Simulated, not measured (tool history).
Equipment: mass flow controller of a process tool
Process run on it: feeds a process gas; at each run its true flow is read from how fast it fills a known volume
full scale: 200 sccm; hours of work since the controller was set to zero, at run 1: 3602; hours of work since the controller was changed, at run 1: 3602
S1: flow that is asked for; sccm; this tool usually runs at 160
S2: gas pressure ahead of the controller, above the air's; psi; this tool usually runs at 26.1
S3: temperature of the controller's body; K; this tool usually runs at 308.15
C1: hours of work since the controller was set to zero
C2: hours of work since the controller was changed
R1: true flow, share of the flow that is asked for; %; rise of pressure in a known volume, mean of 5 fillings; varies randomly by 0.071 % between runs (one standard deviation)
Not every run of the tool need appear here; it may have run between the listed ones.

Run 1, day 0: usual settings; C1 3602; C2 3602. Result: R1 101.88 %.
Run 2, day 7.117: usual settings; C1 3728; C2 3728. Result: R1 101.85 %.
Run 3, day 15.042: usual settings but S3 296.15 K; C1 3868; C2 3868. Result: R1 100.6 %.
Run 4, day 27.446: usual settings but S2 39.2 psi, S3 296.15 K; C1 4086; C2 4086. Result: R1 101.35 %.
Run 5, day 40.308: usual settings but S2 21.8 psi, S3 296.15 K; C1 4313; C2 4313. Result: R1 100.53 %.
Run 6, day 54.55: usual settings; C1 4564; C2 4564. Result: R1 102.14 %.
Run 7, day 70.071: usual settings but S2 28 psi; C1 4838; C2 4838. Result: R1 102.26 %.
Run 8, day 81.8: usual settings but S2 28 psi; C1 5045; C2 5045. Result: R1 102.32 %.
Run 9, day 97.238: usual settings but S1 169 sccm, S2 28 psi; C1 5317; C2 5317. Result: R1 102.39 %.
Run 10, day 113.704: usual settings; C1 5608; C2 5608. Result: R1 102.4 %.
Run 11, day 126.925: usual settings; C1 5841; C2 5841. Result: R1 102.51 %.
Run 12, day 134.388: usual settings but S3 294.15 K; C1 5972; C2 5972. Result: R1 100.87 %.
Run 13, day 140.979: usual settings but S3 294.15 K; C1 6089; C2 6089. Result: R1 100.97 %.
Run 14, day 150.562: usual settings; C1 6258; C2 6258. Result: R1 102.57 %.
Run 15, day 158.983: usual settings; C1 6406; C2 6406. Result: R1 102.64 %.
Run 16, day 175.083: usual settings; C1 6690; C2 6690. Result: R1 102.62 %.
Run 17, day 186.642: usual settings but S2 37.7 psi; C1 6894; C2 6894. Result: R1 103.3 %.
Run 18, day 199.317: usual settings; C1 7117; C2 7117. Result: R1 102.85 %.
Run 19, day 215.546: usual settings; C1 7404; C2 7404. Result: R1 102.99 %.
Run 20, day 230.888: usual settings but S2 22.9 psi; C1 7674; C2 7674. Result: R1 102.78 %.
Run 21, day 245.783: usual settings but S2 22.9 psi; C1 7937; C2 7937. Result: R1 102.78 %.
Run 22, day 258.279: usual settings but S2 22.9 psi; C1 8157; C2 8157. Result: R1 102.92 %.
Run 23, day 269.354: usual settings; C1 8353; C2 8353. Result: R1 103.14 %.
Run 24, day 285.783: usual settings; C1 8642; C2 8642. Result: R1 103.11 %.
Run 25, day 297.658: usual settings but S2 28.9 psi, S3 304.15 K; C1 8852; C2 8852. Result: R1 102.98 %.
At day 302.329: controller's zero set anew.
Run 26, day 306.442: usual settings but S2 28.9 psi, S3 304.15 K; C1 73; C2 9006. Result: R1 101.42 %.
Run 27, day 315.054: usual settings but S1 193 sccm, S2 28.9 psi, S3 306.15 K; C1 224; C2 9158. Result: R1 101.86 %.
Run 28, day 325.188: usual settings but S1 101 sccm, S2 30 psi; C1 403; C2 9337. Result: R1 102.12 %.
Run 29, day 333.233: usual settings but S1 101 sccm, S2 34.8 psi, S3 302.15 K; C1 545; C2 9479. Result: R1 101.6 %.
Run 30, day 344.038: usual settings but S1 41 sccm, S2 28.7 psi; C1 736; C2 9669. Result: R1 102.06 %.
Run 31, day 359.396: usual settings but S1 136 sccm, S2 22.9 psi, S3 293.15 K; C1 1006; C2 9940. Result: R1 100.14 %.
Run 32, day 371.75: usual settings but S1 107 sccm, S2 37.6 psi, S3 307.15 K; C1 1224; C2 10158. Result: R1 102.41 %.
Run 33, day 379.65: usual settings but S1 137 sccm, S2 20.5 psi, S3 312.15 K; C1 1364; C2 10297. Result: R1 102.27 %.
Run 34, day 389.817: usual settings but S1 148 sccm; C1 1543; C2 10477. Result: R1 102.23 %.
Run 35, day 398.008: usual settings but S1 21 sccm, S2 29 psi, S3 297.15 K; C1 1687; C2 10621. Result: R1 102.71 %.
Run 36, day 407.371: usual settings but S1 76 sccm, S3 304.15 K; C1 1852; C2 10786. Result: R1 101.98 %.
Run 37, day 420.596: usual settings but S1 76 sccm, S3 304.15 K; C1 2086; C2 11019. Result: R1 102.08 %.
Run 38, day 436.408: usual settings but S1 76 sccm, S3 304.15 K; C1 2365; C2 11298. Result: R1 102.17 %.
Run 39, day 451.562: usual settings but S1 39 sccm, S3 307.15 K; C1 2632; C2 11566. Result: R1 103.33 %.
Run 40, day 462.871: usual settings but S1 33 sccm, S2 37.9 psi, S3 296.15 K; C1 2831; C2 11765. Result: R1 103.35 %.
Run 41, day 477.546: usual settings but S3 306.15 K; C1 3090; C2 12024. Result: R1 102.5 %.
Run 42, day 489.858: usual settings but S1 186 sccm, S2 25.5 psi, S3 298.15 K; C1 3307; C2 12241. Result: R1 101.61 %.
Run 43, day 498.4: usual settings but S1 88 sccm, S2 25.8 psi, S3 293.15 K; C1 3458; C2 12392. Result: R1 101.49 %.
Run 44, day 506.446: usual settings but S1 88 sccm, S2 25.8 psi, S3 293.15 K; C1 3600; C2 12533. Result: R1 101.41 %.
Run 45, day 514.804: usual settings but S1 88 sccm, S2 28.4 psi, S3 293.15 K; C1 3747; C2 12681. Result: R1 101.45 %.
Run 46, day 522.046: usual settings but S1 88 sccm, S2 28.4 psi, S3 293.15 K; C1 3875; C2 12809. Result: R1 101.65 %.
Run 47, day 537.292: usual settings but S1 166 sccm, S2 20.3 psi, S3 310.15 K; C1 4144; C2 13077. Result: R1 102.83 %.
Run 48, day 551.379: usual settings but S1 23 sccm, S2 38.3 psi, S3 294.15 K; C1 4392; C2 13326. Result: R1 106.05 %.

For each entry between runs, how does the tool's hidden state at the last listed run before it compare with that at the first listed run after it?
Logged between run 25 and run 26: controller's zero set anew (day 302.329)
  flow at rest that the sensor doesn't see, % of full scale: 1.212 -> 0.031; true flow over the shown one, %: 0.9 -> 0.92
  measured value less the no-hidden-state value, R1: +2.41 -> +0.95 %

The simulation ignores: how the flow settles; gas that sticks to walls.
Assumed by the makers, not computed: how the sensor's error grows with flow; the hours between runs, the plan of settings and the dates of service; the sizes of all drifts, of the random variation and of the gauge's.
